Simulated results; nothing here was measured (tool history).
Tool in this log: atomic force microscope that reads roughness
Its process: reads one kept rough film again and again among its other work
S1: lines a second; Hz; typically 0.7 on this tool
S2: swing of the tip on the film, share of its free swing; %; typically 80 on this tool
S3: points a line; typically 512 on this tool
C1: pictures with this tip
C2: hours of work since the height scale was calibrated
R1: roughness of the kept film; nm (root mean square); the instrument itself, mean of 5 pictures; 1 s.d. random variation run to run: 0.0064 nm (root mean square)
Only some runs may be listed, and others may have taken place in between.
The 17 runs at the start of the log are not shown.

run     day     S1  S2   S3   C1    C2     R1
 18  36.308    0.7  80  913  272  1498  1.208
 19  37.521    0.7  80  512  301  1512  1.216
     37.733  -- new tip fitted
 20  40.233    0.7  80  512   61  1542  1.256
 21  42.458  1.858  81  271  115  1568  1.081
 22  43.996  1.858  81  271  153  1585  1.091
 23  46.104  0.569  66  507  204  1609  1.289
 24  48.092   2.31  80  505  253  1632  1.038
 25  49.383  0.731  80  592  285  1647  1.211
     50.262  -- new tip fitted
 26  52.075   2.08  66  592   44  1677  1.216
 27  54.508  1.102  55  934  103  1705  1.308
 28  56.025  0.539  80  381  140  1722  1.258
 29  58.138  0.539  80  381  192  1746  1.249
 30  60.812  0.539  80  381  257  1776  1.243
 31  62.204  0.575  80  321  291  1792  1.226
     62.879  -- new tip fitted
 32  64.058  1.998  85  512   29  1813  1.049
 33  65.812    0.7  69  474   72  1833  1.287
 34  67.942    0.7  87  474  124  1857  1.209
 35  69.242  1.798  77  512  156  1872  1.139
 36  71.804  1.798  77  512  218  1901   1.13
 37  74.521    0.7  55  512  284  1932  1.289
     75.488  -- new tip fitted
 38  77.333    0.7  80  819   45  1964  1.264
 39  79.683  0.829  80  261  102  1990  1.224

Predict each of these 5 candidate next runs independently; none follows another, all start after run 39:
  A  81.692  2.635  66  369  151  2013   ?
  B  81.692    0.7  87  967  151  2013   ?
  C  81.692  2.703  80  866  151  2013   ?
  D  81.692    0.7  77  597  151  2013   ?
  E  81.692  1.126  87  261  151  2013   ?

run     R1
  A  1.172
  B  1.213
  C  1.022
  D  1.262
  E   1.13
The same runs, with their run-to-run variation unchanged, on a tool lacking any hidden condition would have given:
run     R1
  A  1.186
  B  1.227
  C  1.034
  D  1.277
  E  1.143

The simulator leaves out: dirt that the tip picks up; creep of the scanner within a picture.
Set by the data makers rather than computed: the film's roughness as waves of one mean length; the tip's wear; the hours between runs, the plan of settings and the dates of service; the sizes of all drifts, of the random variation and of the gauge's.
